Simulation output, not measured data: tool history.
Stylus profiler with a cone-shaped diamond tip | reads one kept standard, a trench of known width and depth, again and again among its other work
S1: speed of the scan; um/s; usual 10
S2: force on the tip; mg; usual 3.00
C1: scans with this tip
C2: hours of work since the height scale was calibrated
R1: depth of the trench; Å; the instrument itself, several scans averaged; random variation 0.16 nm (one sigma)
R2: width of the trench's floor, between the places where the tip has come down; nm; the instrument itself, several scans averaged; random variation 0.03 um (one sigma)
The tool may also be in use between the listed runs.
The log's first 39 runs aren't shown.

| run | day | S1 | S2 | C1 | C2 | R1 | R2 |
|---|---|---|---|---|---|---|---|
| 40 | 74.079 | 27 | 3.46 | 11823 | 1142 | 10185.6 | 15300 |
| 41 | 75.638 | 12 | 5.51 | 12065 | 1165 | 10245.1 | 15420 |
| 42 | 76.900 | 12 | 5.51 | 12260 | 1184 | 10243.0 | 15390 |
|  | 78.404 | height scale calibrated on a step standard |
| 43 | 78.404 | 12 | 5.51 | 12489 | 0 | 10233.4 | 15340 |
| 44 | 79.788 | 6 | 2.02 | 12703 | 21 | 10121.0 | 15330 |
| 45 | 81.542 | 5 | 1.88 | 12975 | 47 | 10117.5 | 15390 |
| 46 | 83.025 | 3 | 8.16 | 13205 | 69 | 10296.2 | 15380 |
| 47 | 85.642 | 6 | 8.85 | 13609 | 108 | 10316.9 | 15270 |

3 ways to go on from here, each from the tool as it stands after run 47. What would each give?
| A | 87.129 | 3 | 3.00 | 13840 | 130 | ? | ? |
| B | 87.129 | 6 | 1.83 | 13840 | 130 | ? | ? |
| C | 87.129 | 23 | 1.91 | 13840 | 130 | ? | ? |

| run | R1 | R2 |
|---|---|---|
| A | 10159.9 | 15350 |
| B | 10115.7 | 15320 |
| C | 10119.1 | 15180 |
Without the tool's hidden state the same runs would have given:
| run | R1 | R2 |
|---|---|---|
| A | 10154.1 | 16020 |
| B | 10109.9 | 15980 |
| C | 10113.3 | 15840 |
